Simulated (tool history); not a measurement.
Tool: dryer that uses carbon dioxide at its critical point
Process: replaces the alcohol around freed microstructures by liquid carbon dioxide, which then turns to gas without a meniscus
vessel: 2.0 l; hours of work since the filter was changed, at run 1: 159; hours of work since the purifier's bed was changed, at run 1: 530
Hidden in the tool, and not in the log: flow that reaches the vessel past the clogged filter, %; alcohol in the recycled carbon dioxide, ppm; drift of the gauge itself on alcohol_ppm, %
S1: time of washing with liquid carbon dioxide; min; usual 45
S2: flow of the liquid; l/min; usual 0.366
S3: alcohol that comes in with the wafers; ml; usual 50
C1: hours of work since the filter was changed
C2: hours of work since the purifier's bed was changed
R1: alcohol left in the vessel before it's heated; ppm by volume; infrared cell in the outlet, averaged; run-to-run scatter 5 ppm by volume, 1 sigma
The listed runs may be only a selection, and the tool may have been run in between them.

| run | hour | S1 | S2 | S3 | C1 | C2 | R1 |
|---|---|---|---|---|---|---|---|
| 1 | 0.0 | 45 | 0.366 | 50 | 159 | 530 | 176 |
| 2 | 41.5 | 45 | 0.366 | 50 | 179 | 550 | 193 |
| 3 | 88.9 | 45 | 0.366 | 50 | 202 | 573 | 211 |
| 4 | 128.1 | 45 | 0.366 | 44 | 220 | 592 | 213 |
|  | 171.5 | inlet filter changed |
| 5 | 171.5 | 49 | 0.366 | 50 | 0 | 612 | 191 |
| 6 | 232.3 | 49 | 0.366 | 50 | 29 | 641 | 197 |
| 7 | 291.2 | 49 | 0.366 | 50 | 58 | 670 | 212 |
| 8 | 341.7 | 49 | 0.366 | 50 | 82 | 694 | 220 |
| 9 | 387.3 | 45 | 0.366 | 50 | 104 | 716 | 244 |
| 10 | 442.2 | 34 | 0.366 | 50 | 130 | 742 | 366 |
| 11 | 475.5 | 45 | 0.366 | 50 | 146 | 758 | 261 |
| 12 | 515.2 | 45 | 0.366 | 41 | 165 | 777 | 252 |
| 13 | 549.9 | 54 | 0.366 | 50 | 182 | 794 | 230 |
| 14 | 593.8 | 45 | 0.366 | 50 | 203 | 815 | 270 |
| 15 | 627.9 | 45 | 0.366 | 50 | 219 | 831 | 276 |
| 16 | 664.3 | 45 | 0.366 | 29 | 237 | 849 | 272 |
|  | 672.9 | inlet filter changed |
| 17 | 708.9 | 45 | 0.366 | 29 | 17 | 870 | 267 |
| 18 | 754.5 | 45 | 0.366 | 29 | 39 | 892 | 273 |
| 19 | 820.9 | 35 | 0.366 | 29 | 71 | 924 | 340 |
| 20 | 851.1 | 35 | 0.366 | 29 | 86 | 938 | 347 |
| 21 | 904.8 | 35 | 0.366 | 29 | 111 | 964 | 348 |
|  | 915.9 | purifier's bed changed |
| 22 | 947.1 | 35 | 0.366 | 29 | 130 | 15 | 87 |
| 23 | 1003.8 | 42 | 0.366 | 29 | 157 | 42 | 47 |
| 24 | 1069.2 | 63 | 0.270 | 105 | 189 | 74 | 82 |
| 25 | 1099.1 | 63 | 0.381 | 105 | 203 | 88 | 28 |
| 26 | 1156.3 | 63 | 0.381 | 105 | 231 | 115 | 42 |
|  | 1177.7 | inlet filter changed |
| 27 | 1199.7 | 42 | 0.381 | 112 | 11 | 136 | 96 |
| 28 | 1244.4 | 47 | 0.381 | 91 | 32 | 157 | 78 |
| 29 | 1308.1 | 45 | 0.366 | 84 | 63 | 188 | 106 |
| 30 | 1360.6 | 45 | 0.366 | 22 | 88 | 213 | 76 |
| 31 | 1417.9 | 43 | 0.339 | 50 | 115 | 241 | 147 |
| 32 | 1447.2 | 57 | 0.339 | 44 | 129 | 255 | 85 |
| 33 | 1495.9 | 60 | 0.486 | 44 | 153 | 278 | 83 |
| 34 | 1537.7 | 60 | 0.486 | 44 | 173 | 298 | 100 |
| 35 | 1568.6 | 55 | 0.412 | 31 | 188 | 313 | 106 |
| 36 | 1627.9 | 55 | 0.424 | 50 | 216 | 342 | 115 |
|  | 1680.0 | inlet filter changed |
| 37 | 1680.0 | 70 | 0.321 | 50 | 0 | 366 | 119 |
| 38 | 1746.9 | 50 | 0.443 | 50 | 32 | 398 | 126 |
| 39 | 1803.3 | 49 | 0.440 | 50 | 59 | 425 | 135 |
| 40 | 1846.3 | 49 | 0.440 | 50 | 80 | 446 | 135 |
| 41 | 1885.2 | 37 | 0.366 | 50 | 99 | 465 | 231 |
| 42 | 1916.3 | 37 | 0.233 | 26 | 114 | 480 | 496 |
| 43 | 1965.5 | 52 | 0.233 | 55 | 137 | 503 | 327 |
| 44 | 2015.3 | 52 | 0.233 | 55 | 161 | 527 | 344 |

Consider 3 possible next runs. They are alternatives, not a sequence: every one starts from the tool as it was left by run 44. What does each give?
| A | 2055.3 | 46 | 0.454 | 37 | 180 | 546 | ? |
| B | 2055.3 | 27 | 0.366 | 41 | 180 | 546 | ? |
| C | 2055.3 | 65 | 0.248 | 49 | 180 | 546 | ? |

| run | R1 |
|---|---|
| A | 175 |
| B | 564 |
| C | 207 |
With the hidden condition removed and each run's random variation left untouched, the same runs would have given:
| run | R1 |
|---|---|
| A | 8 |
| B | 263 |
| C | 24 |

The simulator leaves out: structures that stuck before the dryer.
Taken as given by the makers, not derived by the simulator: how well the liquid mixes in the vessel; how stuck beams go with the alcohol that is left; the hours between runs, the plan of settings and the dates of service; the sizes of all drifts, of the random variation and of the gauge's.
